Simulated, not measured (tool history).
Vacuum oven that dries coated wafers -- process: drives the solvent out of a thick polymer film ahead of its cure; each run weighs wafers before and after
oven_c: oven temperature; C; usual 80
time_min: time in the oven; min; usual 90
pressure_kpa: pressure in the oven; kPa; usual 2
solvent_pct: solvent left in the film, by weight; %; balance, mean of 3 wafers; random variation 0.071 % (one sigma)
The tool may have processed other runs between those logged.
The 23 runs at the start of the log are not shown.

run	hour	oven_c	time_min	pressure_kpa	hours of work since the thermocouples were calibrated	hours of work since the vacuum gauge was cleaned of residue	solvent_pct
24	347.1	85	96	2	994	300	2.39
# hour 350.4: vacuum gauge cleaned of residue and calibrated
25	361.7	82	90	2.16	1000	5	3.67
26	377.7	82	90	2.16	1008	13	3.56
27	388	93	90	2	1012	17	0.98
28	398.9	92	136	7.34	1017	23	1.51
29	415.4	92	136	7.34	1025	30	1.5
30	434.8	76	135	1.09	1034	39	3.56
31	443.8	76	135	1.09	1038	43	3.48
32	460.3	85	90	2	1046	51	2.71
# hour 471.7: vacuum gauge cleaned of residue and calibrated, once more
33	477.2	80	135	2	1053	3	2.34
34	498.2	79	160	2.69	1063	12	2.28
35	517.3	79	160	2.69	1072	21	2.17
36	536.1	79	160	2.69	1080	30	2.29
37	554.7	79	160	1.13	1089	39	1.76
38	567.6	77	90	2	1095	44	5.56

Predict each of these 5 candidate next runs independently; none follows another, all start after run 38:
A	587.7	93	90	2	1104	54	?
B	587.7	77	90	1.75	1104	54	?
C	587.7	80	90	1.26	1104	54	?
D	587.7	77	90	4.7	1104	54	?
E	587.7	79	90	1.22	1104	54	?

run	solvent_pct
A	0.95
B	5.49
C	4.02
D	6.07
E	4.54
With the hidden condition removed and each run's random variation left untouched, the same runs would have given:
run	solvent_pct
A	1.2
B	6.23
C	4.7
D	6.81
E	5.24

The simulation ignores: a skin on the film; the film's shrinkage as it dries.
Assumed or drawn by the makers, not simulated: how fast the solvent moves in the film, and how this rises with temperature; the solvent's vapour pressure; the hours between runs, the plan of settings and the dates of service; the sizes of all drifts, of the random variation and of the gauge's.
